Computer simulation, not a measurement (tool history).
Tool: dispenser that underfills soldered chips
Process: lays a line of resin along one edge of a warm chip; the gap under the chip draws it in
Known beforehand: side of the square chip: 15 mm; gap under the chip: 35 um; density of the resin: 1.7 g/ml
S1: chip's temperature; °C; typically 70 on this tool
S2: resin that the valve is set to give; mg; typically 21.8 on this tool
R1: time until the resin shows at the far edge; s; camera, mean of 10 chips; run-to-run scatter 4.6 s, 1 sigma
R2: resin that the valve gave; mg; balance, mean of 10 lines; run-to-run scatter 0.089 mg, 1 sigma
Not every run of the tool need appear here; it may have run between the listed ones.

run	hour	S1	S2	R1	R2
1	0	70	21.8	464.8	20.77
2	2.5	70	21.8	497.1	20.43
3	4.6	70	21.8	528.7	20.47
4	8.1	70	21.8	582	20.44
5	12.7	70	21.8	666.5	20.24
# hour 15.7: new syringe of resin
6	17.3	70	18.9	497.4	17.52
7	19.8	70	18.9	531.5	17.66
8	23.8	70	18.9	595.9	17.58
# hour 28.2: dispensing valve cleaned and set on the balance
9	29.2	70	27.3	622.9	27.12
10	31.5	70	27.3	672.1	27.03
# hour 33.1: new syringe of resin
11	36.1	70	27.3	489.7	27.07
12	40.2	70	21.8	558	21.64
13	43.1	82	21.8	324.6	21.64
14	46	82	21.8	353.2	21.38
# hour 49.4: new syringe of resin
15	50.9	82	21.8	256.8	21.5
16	55.1	82	21.8	289.1	21.46
17	58.7	82	21.8	321	21.28
18	60.9	82	21.8	334.7	21.32
19	65.1	68	24	774.4	23.55
# hour 65.9: new syringe of resin
20	68.2	68	20.7	546.5	20.11
21	72.7	68	20.7	621.2	20
22	76.2	62	25.4	934.8	24.46
23	80.4	61	21.5	1116.6	20.78
# hour 82.2: new syringe of resin
24	83.3	56	21.8	1055	21.1
25	88	58	22.6	1042.4	21.68
26	91.4	75	25.9	455.4	24.71
27	95.3	75	25.9	509.6	24.92
# hour 98.7: new syringe of resin
28	100.1	75	25.9	365.8	24.59
29	102.3	68	20.4	580.9	19.43
30	105.3	68	25.1	608	23.91
31	109.2	74	22.9	491.7	21.7
32	111.4	78	22.7	434.6	21.64
# hour 115.1: new syringe of resin
33	115.1	76	27.8	334.1	26.45
34	119.8	60	21.8	902.5	20.32
35	123.8	60	21.8	1029.3	20.56
36	126.9	60	21.8	1106.9	20.51

How would selected steps in R1 from run to run divide? Give the signed amount a tool lacking its hidden state would still show from settings, what came in and random variation, and the signed amount left for the hidden state, including any gauge scatter that is not in both of the compared results.
The hidden state here: resin's viscosity, % of fresh resin's; dose that the valve gives, % of what is set; true chip temperature over the reading, C; drift of the gauge itself on fill_s, %; drift of the gauge itself on given_mg, %.
Run 10 -> 11: new syringe of resin. R1 -182.4 s: hidden state -181, all else -1.4.
Run 18 -> 19: S1 82 -> 68, S2 21.8 -> 24. R1 +439.7 s: hidden state +173.3, all else +266.4.
Run 19 -> 20: S2 24 -> 20.7, new syringe of resin. R1 -227.9 s: hidden state -223.7, all else -4.2.
Run 23 -> 24: S1 61 -> 56, S2 21.5 -> 21.8, new syringe of resin. R1 -61.6 s: hidden state -320.6, all else +259.
Run 25 -> 26: S1 58 -> 75, S2 22.6 -> 25.9. R1 -587 s: hidden state -56, all else -531.
Run 33 -> 34: S1 76 -> 60, S2 27.8 -> 21.8. R1 +568.4 s: hidden state +119, all else +449.4.
